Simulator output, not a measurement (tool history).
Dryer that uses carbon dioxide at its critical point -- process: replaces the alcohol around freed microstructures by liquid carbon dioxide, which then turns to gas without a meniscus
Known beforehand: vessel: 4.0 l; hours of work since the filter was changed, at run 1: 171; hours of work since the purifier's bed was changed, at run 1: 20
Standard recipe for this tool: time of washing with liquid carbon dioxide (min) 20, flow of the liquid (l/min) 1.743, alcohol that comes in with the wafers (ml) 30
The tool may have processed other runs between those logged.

| run | hour | time of washing with liquid carbon dioxide (min) | flow of the liquid (l/min) | alcohol that comes in with the wafers (ml) | hours of work since the filter was changed | hours of work since the purifier's bed was changed | alcohol left in the vessel before it's heated (ppm by volume) |
|---|---|---|---|---|---|---|---|
| 1 | 0 | 20 | 1.743 | 30 | 171 | 20 | 14 |
| 2 | 15.7 | 20 | 1.743 | 30 | 179 | 29 | 21 |
| 3 | 33.7 | 20 | 1.743 | 30 | 189 | 39 | 20 |
| 4 | 53.6 | 20 | 2.02 | 30 | 200 | 50 | 16 |
| 5 | 76.2 | 20 | 1.743 | 30 | 213 | 62 | 27 |
| 6 | 101.5 | 20 | 1.82 | 30 | 227 | 76 | 28 |
| 7 | 121.3 | 20 | 1.82 | 30 | 238 | 87 | 18 |
| 8 | 137.2 | 20 | 1.82 | 30 | 246 | 96 | 32 |
| 9 | 153.8 | 18 | 1.743 | 30 | 256 | 105 | 49 |
| 10 | 167.6 | 18 | 1.743 | 30 | 263 | 113 | 46 |
| 11 | 190.6 | 18 | 1.743 | 30 | 276 | 125 | 35 |
| 12 | 201.9 | 18 | 1.743 | 30 | 282 | 132 | 51 |
|  | 222.2 | inlet filter changed |
| 13 | 227.5 | 20 | 1.743 | 30 | 3 | 145 | 35 |
| 14 | 251.4 | 20 | 1.743 | 30 | 16 | 158 | 35 |
| 15 | 269.6 | 21 | 1.743 | 30 | 26 | 169 | 30 |
| 16 | 290 | 19 | 1.743 | 30 | 38 | 180 | 39 |
| 17 | 301.3 | 20 | 1.51 | 30 | 44 | 186 | 54 |
| 18 | 316.2 | 29 | 1.743 | 30 | 52 | 194 | 41 |
| 19 | 331.3 | 29 | 1.743 | 30 | 60 | 203 | 37 |
| 20 | 346.9 | 13 | 1.743 | 30 | 69 | 211 | 102 |
| 21 | 358.9 | 20 | 1.743 | 30 | 76 | 218 | 45 |
| 22 | 372.5 | 20 | 1.743 | 30 | 83 | 225 | 41 |
| 23 | 385.3 | 20 | 1.743 | 30 | 90 | 232 | 54 |
| 24 | 408.5 | 24 | 1.79 | 44 | 103 | 245 | 47 |
| 25 | 431.4 | 24 | 1.79 | 44 | 116 | 258 | 41 |
| 26 | 447.1 | 20 | 1.34 | 30 | 124 | 267 | 85 |
| 27 | 470.3 | 27 | 1.76 | 60 | 137 | 279 | 58 |
| 28 | 487.7 | 27 | 2.35 | 54 | 147 | 289 | 54 |
| 29 | 501 | 28 | 2.35 | 54 | 154 | 296 | 48 |
| 30 | 516.9 | 28 | 2.35 | 54 | 163 | 305 | 56 |
| 31 | 536.8 | 28 | 2.35 | 67 | 174 | 316 | 56 |
| 32 | 556.9 | 28 | 2.35 | 67 | 185 | 327 | 66 |
| 33 | 574 | 20 | 1.58 | 30 | 195 | 337 | 76 |
| 34 | 586.8 | 20 | 1.36 | 45 | 202 | 344 | 118 |

The next listed run, before its measurement:
| 35 | 610 | 12 | 2.77 | 30 | 214 | 357 | ? |

{"run 35": {"alcohol left in the vessel before it's heated (ppm by volume)": 71}}
On a tool with no hidden condition, and with the same random variation, this run would have come out at alcohol left in the vessel before it's heated (ppm by volume) 5.
